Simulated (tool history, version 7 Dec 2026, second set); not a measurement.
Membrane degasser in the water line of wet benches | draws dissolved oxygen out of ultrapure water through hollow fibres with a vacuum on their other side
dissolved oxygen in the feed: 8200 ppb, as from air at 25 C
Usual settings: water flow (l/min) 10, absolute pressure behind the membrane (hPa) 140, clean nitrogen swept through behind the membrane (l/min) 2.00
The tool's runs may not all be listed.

run    hour  water flow (l/min)  absolute pressure behind the membrane (hPa)  clean nitrogen swept through behind the membrane (l/min)  dissolved oxygen in the water behind the degasser (ppb)  pressure that the water loses in the fibres (hPa)
  1     0.0                  10                                          140                                                      2.00                                                    176.5                                              283.9
  2   193.3                  10                                          140                                                      2.00                                                    177.0                                              287.0
  3   307.7                  10                                          140                                                      2.00                                                    179.4                                              285.9
  4   409.3                  10                                          233                                                      2.00                                                    288.1                                              289.6
  5   508.1                  10                                          233                                                      2.00                                                    290.3                                              285.8
  6   603.8                  10                                          140                                                      2.00                                                    178.6                                              288.8
  7   767.1                  10                                          140                                                      2.00                                                    180.1                                              284.1
  8   929.3                  10                                          140                                                      2.00                                                    179.7                                              286.4
  9  1132.4                  10                                          140                                                      2.00                                                    179.1                                              289.9
 10  1298.9                  10                                          160                                                      2.00                                                    204.6                                              286.9
     1316.3  -- vacuum gauge calibrated
 11  1428.8                   8                                          160                                                      1.83                                                    159.6                                              229.5
 12  1566.9                   7                                          175                                                      2.00                                                    138.1                                              202.2
 13  1674.9                  12                                          140                                                      2.66                                                    205.6                                              345.3
 14  1826.4                  12                                          140                                                      2.66                                                    211.7                                              346.4
 15  1992.4                   9                                          140                                                      2.00                                                    152.2                                              259.3
 16  2098.0                  10                                          140                                                      1.81                                                    196.2                                              290.5
     2204.6  -- vacuum gauge calibrated, once more
 17  2221.8                  10                                          140                                                      1.81                                                    195.4                                              290.5
 18  2351.9                  11                                          228                                                      3.79                                                    203.8                                              316.3

Forecast each of these 5 alternatives for the next run:
  A  2521.9                  11                                          319                                                      2.00                                                        ?                                                  ?
  B  2521.9                  10                                          336                                                      2.00                                                        ?                                                  ?
  C  2521.9                   8                                          146                                                      0.80                                                        ?                                                  ?
  D  2521.9                  13                                          120                                                      4.49                                                        ?                                                  ?
  E  2521.9                  10                                          234                                                      2.00                                                        ?                                                  ?

run  dissolved oxygen in the water behind the degasser (ppb)  pressure that the water loses in the fibres (hPa)
  A                                                    433.9                                              316.2
  B                                                    411.3                                              289.3
  C                                                    282.5                                              229.6
  D                                                    175.6                                              378.2
  E                                                    293.1                                              288.7
Without the tool's hidden state the same runs would have given:
run  dissolved oxygen in the water behind the degasser (ppb)  pressure that the water loses in the fibres (hPa)
  A                                                    419.7                                              307.7
  B                                                    398.2                                              281.6
  C                                                    273.9                                              223.4
  D                                                    162.0                                              368.1
  E                                                    282.1                                              280.9
